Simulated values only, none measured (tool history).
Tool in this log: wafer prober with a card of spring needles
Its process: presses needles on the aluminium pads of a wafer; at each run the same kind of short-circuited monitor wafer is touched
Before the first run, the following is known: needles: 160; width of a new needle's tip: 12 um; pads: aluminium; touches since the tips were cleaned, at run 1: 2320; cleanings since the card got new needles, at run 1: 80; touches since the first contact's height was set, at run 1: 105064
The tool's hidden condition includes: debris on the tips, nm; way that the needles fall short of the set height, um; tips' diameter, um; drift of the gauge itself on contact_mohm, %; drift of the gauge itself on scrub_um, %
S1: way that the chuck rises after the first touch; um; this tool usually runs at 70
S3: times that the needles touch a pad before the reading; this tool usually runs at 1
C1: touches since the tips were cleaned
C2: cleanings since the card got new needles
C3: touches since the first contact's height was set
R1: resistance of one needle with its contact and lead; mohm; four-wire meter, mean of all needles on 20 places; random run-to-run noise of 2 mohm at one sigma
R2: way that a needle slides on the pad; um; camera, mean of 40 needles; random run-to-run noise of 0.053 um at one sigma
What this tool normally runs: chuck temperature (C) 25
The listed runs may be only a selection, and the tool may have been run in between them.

Run 1, day 0: usual settings; C1 2320; C2 80; C3 105064. Result: R1 218 mohm, R2 18.52 um.
At day 0.558: tips cleaned on abrasive film.
At day 1.412: tips cleaned on abrasive film.
At day 2.229: tips cleaned on abrasive film.
Run 2, day 2.862: usual settings; C1 4888; C2 83; C3 127058. Result: R1 220 mohm, R2 18.53 um.
At day 3.058: tips cleaned on abrasive film.
At day 3.975: tips cleaned on abrasive film.
At day 4.9: tips cleaned on abrasive film.
Run 3, day 5.233: usual settings but S3 2; C1 2576; C2 86; C3 145262. Result: R1 222 mohm, R2 18.59 um.
At day 5.808: tips cleaned on abrasive film.
At day 6.492: height of the first contact set anew.
At day 6.688: tips cleaned on abrasive film.
At day 7.612: tips cleaned on abrasive film.
Run 4, day 7.633: usual settings but S3 2; C1 161; C2 89; C3 8748. Result: R1 219 mohm, R2 18.56 um.
At day 8.55: tips cleaned on abrasive film.
At day 9.471: tips cleaned on abrasive film.
Run 5, day 9.692: usual settings; C1 1690; C2 91; C3 24547. Result: R1 222 mohm, R2 18.57 um.
At day 10.246: tips cleaned on abrasive film.
At day 11.133: tips cleaned on abrasive film.
At day 12.054: tips cleaned on abrasive film.
Run 6, day 12.762: usual settings; C1 5463; C2 94; C3 48157. Result: R1 218 mohm, R2 18.57 um.
At day 12.958: tips cleaned on abrasive film.
At day 13.871: tips cleaned on abrasive film.
At day 14.729: tips cleaned on abrasive film.
Run 7, day 14.892: usual settings; C1 1275; C2 97; C3 64487. Result: R1 220 mohm, R2 18.52 um.
At day 15.658: tips cleaned on abrasive film.
At day 16.612: tips cleaned on abrasive film.
At day 17.546: tips cleaned on abrasive film.
Run 8, day 18.054: usual settings; C1 3931; C2 100; C3 88775. Result: R1 220 mohm, R2 18.55 um.
At day 18.375: tips cleaned on abrasive film.
At day 19.329: tips cleaned on abrasive film.
Run 9, day 19.8: usual settings but S1 57 um; C1 3618; C2 102; C3 102177. Result: R1 229 mohm, R2 15.2 um.
At day 20.183: tips cleaned on abrasive film.
At day 21.004: tips cleaned on abrasive film.
At day 21.917: tips cleaned on abrasive film.
At day 22.8: tips cleaned on abrasive film.
Run 10, day 22.8: usual settings but S1 57 um; C1 0; C2 106; C3 125188. Result: R1 226 mohm, R2 15.2 um.
At day 23.562: tips cleaned on abrasive film.
At day 24.458: tips cleaned on abrasive film.
At day 25.379: tips cleaned on abrasive film.
Run 11, day 25.917: usual settings but S1 57 um; C1 4139; C2 109; C3 149155. Result: R1 223 mohm, R2 15.14 um.
At day 26.3: tips cleaned on abrasive film.
At day 26.696: height of the first contact set anew.
At day 27.079: tips cleaned on abrasive film.
At day 28.033: tips cleaned on abrasive film.
At day 28.925: tips cleaned on abrasive film.
Run 12, day 29.138: usual settings; C1 1651; C2 113; C3 18747. Result: R1 221 mohm, R2 18.66 um.
At day 29.817: tips cleaned on abrasive film.
At day 30.712: tips cleaned on abrasive film.
Run 13, day 30.988: usual settings; C1 2098; C2 115; C3 32944. Result: R1 223 mohm, R2 18.58 um.
At day 31.558: tips cleaned on abrasive film.
At day 32.388: tips cleaned on abrasive film.
Run 14, day 33.021: usual settings; C1 4866; C2 117; C3 48578. Result: R1 218 mohm, R2 18.6 um.
At day 33.192: tips cleaned on abrasive film.
At day 34.092: tips cleaned on abrasive film.
At day 35.008: tips cleaned on abrasive film.
Run 15, day 35.321: usual settings but S3 2; C1 2417; C2 120; C3 66246. Result: R1 219 mohm, R2 18.52 um.
At day 35.783: tips cleaned on abrasive film.
At day 36.621: tips cleaned on abrasive film.
At day 37.533: tips cleaned on abrasive film.
Run 16, day 37.538: usual settings but S1 73 um, S3 2; C1 38; C2 123; C3 83232. Result: R1 217 mohm, R2 19.38 um.
At day 38.421: tips cleaned on abrasive film.
At day 39.375: tips cleaned on abrasive film.
Run 17, day 39.675: usual settings but S1 73 um, chuck temperature (C) 27; C1 2330; C2 125; C3 99663. Result: R1 221 mohm, R2 19.34 um.
At day 40.25: tips cleaned on abrasive film.
At day 41.179: tips cleaned on abrasive film.
Run 18, day 41.317: usual settings but S1 73 um, chuck temperature (C) 27; C1 1074; C2 127; C3 112268. Result: R1 222 mohm, R2 19.42 um.
At day 42.025: tips cleaned on abrasive film.
At day 42.962: tips cleaned on abrasive film.
Run 19, day 43.375: usual settings but chuck temperature (C) 99; C1 3177; C2 129; C3 128071. Result: R1 238 mohm, R2 18.59 um.
At day 43.758: tips cleaned on abrasive film.
At day 44.696: tips cleaned on abrasive film.
At day 45.596: tips cleaned on abrasive film.
Run 20, day 45.942: usual settings but chuck temperature (C) 58; C1 2662; C2 132; C3 147787. Result: R1 227 mohm, R2 18.59 um.
At day 46.517: tips cleaned on abrasive film.
At day 46.854: height of the first contact set anew.
At day 47.429: tips cleaned on abrasive film.
At day 48.346: tips cleaned on abrasive film.
Run 21, day 48.988: usual settings but chuck temperature (C) 58; C1 4954; C2 135; C3 16412. Result: R1 228 mohm, R2 18.61 um.
At day 49.183: tips cleaned on abrasive film.
At day 50.112: tips cleaned on abrasive film.
Run 22, day 50.517: usual settings but S1 68 um, chuck temperature (C) 120; C1 3124; C2 137; C3 28134. Result: R1 244 mohm, R2 18.05 um.
At day 50.9: tips cleaned on abrasive film.
At day 51.825: tips cleaned on abrasive film.
Run 23, day 52.579: usual settings but S1 82 um, chuck temperature (C) 46, S3 3; C1 5801; C2 139; C3 43971. Result: R1 220 mohm, R2 21.87 um.
At day 52.762: tips cleaned on abrasive film.
At day 53.658: tips cleaned on abrasive film.
At day 54.521: tips cleaned on abrasive film.
Run 24, day 54.95: usual settings but S1 82 um, chuck temperature (C) 46, S3 3; C1 3316; C2 142; C3 62185. Result: R1 222 mohm, R2 21.82 um.
At day 55.471: tips cleaned on abrasive film.
At day 56.379: tips cleaned on abrasive film.
At day 57.242: tips cleaned on abrasive film.
At day 58.192: tips cleaned on abrasive film.
Run 25, day 58.246: usual settings but S1 61 um, chuck temperature (C) 81, S3 2; C1 412; C2 146; C3 87485. Result: R1 239 mohm, R2 16.14 um.
At day 59.075: tips cleaned on abrasive film.
At day 59.983: tips cleaned on abrasive film.
At day 60.938: tips cleaned on abrasive film.
Run 26, day 61.192: usual settings but S1 61 um, chuck temperature (C) 81, S3 2; C1 1941; C2 149; C3 110099. Result: R1 237 mohm, R2 16.07 um.
At day 61.767: tips cleaned on abrasive film.
At day 62.567: tips cleaned on abrasive film.
Run 27, day 63.308: usual settings but S1 61 um, chuck temperature (C) 78, S3 2; C1 5718; C2 151; C3 126381. Result: R1 234 mohm, R2 16.22 um.

Hidden condition of the tool, last listed run before each entry between runs versus first listed run after:
After run 1, before run 2: tips cleaned on abrasive film (day 0.558); tips cleaned on abrasive film (day 1.412); tips cleaned on abrasive film (day 2.229)
  debris on the tips, nm: 0.2 -> 0.3
After run 2, before run 3: tips cleaned on abrasive film (day 3.058); tips cleaned on abrasive film (day 3.975); tips cleaned on abrasive film (day 4.9)
  no hidden state differs between the two runs
After run 3, before run 4: tips cleaned on abrasive film (day 5.808); height of the first contact set anew (day 6.492); tips cleaned on abrasive film (day 6.688); tips cleaned on abrasive film (day 7.612)
  debris on the tips, nm: 0.3 -> 0.1
After run 4, before run 5: tips cleaned on abrasive film (day 8.55); tips cleaned on abrasive film (day 9.471)
  debris on the tips, nm: 0.1 -> 0.2
After run 5, before run 6: tips cleaned on abrasive film (day 10.246); tips cleaned on abrasive film (day 11.133); tips cleaned on abrasive film (day 12.054)
  debris on the tips, nm: 0.2 -> 0.3
After run 6, before run 7: tips cleaned on abrasive film (day 12.958); tips cleaned on abrasive film (day 13.871); tips cleaned on abrasive film (day 14.729)
  debris on the tips, nm: 0.3 -> 0.2
After run 7, before run 8: tips cleaned on abrasive film (day 15.658); tips cleaned on abrasive film (day 16.612); tips cleaned on abrasive film (day 17.546)
  debris on the tips, nm: 0.2 -> 0.3
After run 8, before run 9: tips cleaned on abrasive film (day 18.375); tips cleaned on abrasive film (day 19.329)
  no hidden state differs between the two runs
After run 9, before run 10: tips cleaned on abrasive film (day 20.183); tips cleaned on abrasive film (day 21.004); tips cleaned on abrasive film (day 21.917); tips cleaned on abrasive film (day 22.8)
  debris on the tips, nm: 0.3 -> 0
After run 10, before run 11: tips cleaned on abrasive film (day 23.562); tips cleaned on abrasive film (day 24.458); tips cleaned on abrasive film (day 25.379)
  debris on the tips, nm: 0 -> 0.3
After run 11, before run 12: tips cleaned on abrasive film (day 26.3); height of the first contact set anew (day 26.696); tips cleaned on abrasive film (day 27.079); tips cleaned on abrasive film (day 28.033); tips cleaned on abrasive film (day 28.925)
  debris on the tips, nm: 0.3 -> 0.2
After run 12, before run 13: tips cleaned on abrasive film (day 29.817); tips cleaned on abrasive film (day 30.712)
  no hidden state differs between the two runs
After run 13, before run 14: tips cleaned on abrasive film (day 31.558); tips cleaned on abrasive film (day 32.388)
  debris on the tips, nm: 0.2 -> 0.3
After run 14, before run 15: tips cleaned on abrasive film (day 33.192); tips cleaned on abrasive film (day 34.092); tips cleaned on abrasive film (day 35.008)
  debris on the tips, nm: 0.3 -> 0.2
After run 15, before run 16: tips cleaned on abrasive film (day 35.783); tips cleaned on abrasive film (day 36.621); tips cleaned on abrasive film (day 37.533)
  debris on the tips, nm: 0.2 -> 0
After run 16, before run 17: tips cleaned on abrasive film (day 38.421); tips cleaned on abrasive film (day 39.375)
  debris on the tips, nm: 0 -> 0.2
After run 17, before run 18: tips cleaned on abrasive film (day 40.25); tips cleaned on abrasive film (day 41.179)
  debris on the tips, nm: 0.2 -> 0.1
After run 18, before run 19: tips cleaned on abrasive film (day 42.025); tips cleaned on abrasive film (day 42.962)
  debris on the tips, nm: 0.1 -> 0.3
After run 19, before run 20: tips cleaned on abrasive film (day 43.758); tips cleaned on abrasive film (day 44.696); tips cleaned on abrasive film (day 45.596)
  way that the needles fall short of the set height, um: 0 -> 0.01
After run 20, before run 21: tips cleaned on abrasive film (day 46.517); height of the first contact set anew (day 46.854); tips cleaned on abrasive film (day 47.429); tips cleaned on abrasive film (day 48.346)
  way that the needles fall short of the set height, um: 0.01 -> 0
After run 21, before run 22: tips cleaned on abrasive film (day 49.183); tips cleaned on abrasive film (day 50.112)
  no hidden state differs between the two runs
After run 22, before run 23: tips cleaned on abrasive film (day 50.9); tips cleaned on abrasive film (day 51.825)
  debris on the tips, nm: 0.3 -> 0.4
After run 23, before run 24: tips cleaned on abrasive film (day 52.762); tips cleaned on abrasive film (day 53.658); tips cleaned on abrasive film (day 54.521)
  debris on the tips, nm: 0.4 -> 0.3
After run 24, before run 25: tips cleaned on abrasive film (day 55.471); tips cleaned on abrasive film (day 56.379); tips cleaned on abrasive film (day 57.242); tips cleaned on abrasive film (day 58.192)
  debris on the tips, nm: 0.3 -> 0.1
After run 25, before run 26: tips cleaned on abrasive film (day 59.075); tips cleaned on abrasive film (day 59.983); tips cleaned on abrasive film (day 60.938)
  debris on the tips, nm: 0.1 -> 0.2
After run 26, before run 27: tips cleaned on abrasive film (day 61.767); tips cleaned on abrasive film (day 62.567)
  debris on the tips, nm: 0.2 -> 0.3
